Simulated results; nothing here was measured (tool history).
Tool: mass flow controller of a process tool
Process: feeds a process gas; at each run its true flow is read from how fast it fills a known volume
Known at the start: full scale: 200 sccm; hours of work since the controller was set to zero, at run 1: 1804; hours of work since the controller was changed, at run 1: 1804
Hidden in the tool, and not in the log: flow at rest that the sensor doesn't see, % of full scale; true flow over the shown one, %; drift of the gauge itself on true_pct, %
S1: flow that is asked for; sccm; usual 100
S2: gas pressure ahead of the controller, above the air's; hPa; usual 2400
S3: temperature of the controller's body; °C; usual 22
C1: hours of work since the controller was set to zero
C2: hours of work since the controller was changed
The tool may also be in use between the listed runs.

Run 1, hour 0: usual settings; C1 1804; C2 1804. Result: true flow (%) 99.48.
Run 2, hour 91.9: usual settings; C1 1839; C2 1839. Result: true flow (%) 99.67.
Run 3, hour 136: usual settings; C1 1855; C2 1855. Result: true flow (%) 99.76.
Run 4, hour 229.1: usual settings; C1 1890; C2 1890. Result: true flow (%) 99.76.
Run 5, hour 273.1: usual settings; C1 1907; C2 1907. Result: true flow (%) 99.67.
Run 6, hour 369.4: usual settings but S1 40 sccm; C1 1943; C2 1943. Result: true flow (%) 99.44.
Run 7, hour 427.7: usual settings but S1 40 sccm; C1 1965; C2 1965. Result: true flow (%) 99.53.
Run 8, hour 508.7: usual settings but S1 40 sccm; C1 1995; C2 1995. Result: true flow (%) 99.62.
Run 9, hour 586.3: usual settings but S1 40 sccm; C1 2025; C2 2025. Result: true flow (%) 99.63.
Run 10, hour 662.3: usual settings but S1 40 sccm; C1 2053; C2 2053. Result: true flow (%) 99.63.
Run 11, hour 707: usual settings but S3 20 °C; C1 2070; C2 2070. Result: true flow (%) 99.58.
Run 12, hour 808.1: usual settings but S3 20 °C; C1 2108; C2 2108. Result: true flow (%) 99.65.
Run 13, hour 896.4: usual settings but S2 1890 hPa; C1 2141; C2 2141. Result: true flow (%) 99.9.
Run 14, hour 976.1: usual settings but S3 24 °C; C1 2171; C2 2171. Result: true flow (%) 99.93.
Run 15, hour 1021.8: usual settings but S2 2070 hPa; C1 2188; C2 2188. Result: true flow (%) 100.
Run 16, hour 1100.8: usual settings but S2 2070 hPa; C1 2218; C2 2218. Result: true flow (%) 100.
Run 17, hour 1175.9: usual settings but S2 2070 hPa; C1 2246; C2 2246. Result: true flow (%) 99.98.
Run 18, hour 1280.6: usual settings but S1 135 sccm, S3 23 °C; C1 2286; C2 2286. Result: true flow (%) 100.28.
Run 19, hour 1361: usual settings but S1 155 sccm, S2 2320 hPa, S3 23 °C; C1 2316; C2 2316. Result: true flow (%) 100.29.
Run 20, hour 1450.1: usual settings but S1 26 sccm, S2 2320 hPa, S3 25 °C; C1 2349; C2 2349. Result: true flow (%) 100.16.
Run 21, hour 1525.2: usual settings but S1 27 sccm, S2 1660 hPa; C1 2378; C2 2378. Result: true flow (%) 99.76.
Run 22, hour 1609.7: usual settings but S1 27 sccm, S2 1660 hPa; C1 2409; C2 2409. Result: true flow (%) 99.95.
Run 23, hour 1660.8: usual settings but S1 27 sccm, S2 1660 hPa; C1 2429; C2 2429. Result: true flow (%) 99.91.
Run 24, hour 1732.3: usual settings but S1 27 sccm, S2 1660 hPa; C1 2456; C2 2456. Result: true flow (%) 99.86.
Run 25, hour 1812.9: usual settings but S1 40 sccm, S2 2090 hPa, S3 28 °C; C1 2486; C2 2486. Result: true flow (%) 100.45.
Run 26, hour 1858.8: usual settings but S1 65 sccm, S2 2240 hPa; C1 2503; C2 2503. Result: true flow (%) 100.12.
Run 27, hour 1920.6: usual settings but S1 65 sccm, S2 2240 hPa; C1 2526; C2 2526. Result: true flow (%) 100.17.
Run 28, hour 1980.9: usual settings but S1 65 sccm, S2 2240 hPa; C1 2549; C2 2549. Result: true flow (%) 100.19.
Run 29, hour 2083.5: usual settings but S2 2360 hPa, S3 36 °C; C1 2588; C2 2588. Result: true flow (%) 101.17.
At hour 2101.9: gauge calibrated.
Run 30, hour 2163.9: usual settings but S1 89 sccm, S2 1600 hPa; C1 2618; C2 2618. Result: true flow (%) 99.42.
Run 31, hour 2211.7: usual settings but S1 89 sccm, S2 1600 hPa; C1 2636; C2 2636. Result: true flow (%) 99.41.
Run 32, hour 2256.7: usual settings but S1 93 sccm, S2 2650 hPa; C1 2653; C2 2653. Result: true flow (%) 99.73.
Run 33, hour 2362.2: usual settings but S1 59 sccm, S2 1980 hPa, S3 31 °C; C1 2692; C2 2692. Result: true flow (%) 99.97.
Run 34, hour 2432.2: usual settings but S1 63 sccm, S2 2710 hPa; C1 2719; C2 2719. Result: true flow (%) 99.59.

Forecast each of these 4 alternatives for the next run:
Run A, hour 2483.7: usual settings but S1 154 sccm, S2 2230 hPa; C1 2738; C2 2738. Result: true flow (%) ?.
Run B, hour 2483.7: usual settings but S1 63 sccm, S2 2020 hPa, S3 32 °C; C1 2738; C2 2738. Result: true flow (%) ?.
Run C, hour 2483.7: usual settings but S1 63 sccm, S2 2710 hPa, S3 33 °C; C1 2738; C2 2738. Result: true flow (%) ?.
Run D, hour 2483.7: usual settings but S1 174 sccm, S3 30 °C; C1 2738; C2 2738. Result: true flow (%) ?.

run  true flow (%)
  A          99.84
  B         100.13
  C         100.35
  D         100.34
Without the tool's hidden state the same runs would have given:
run  true flow (%)
  A           99.7
  B          99.98
  C          100.2
  D         100.19
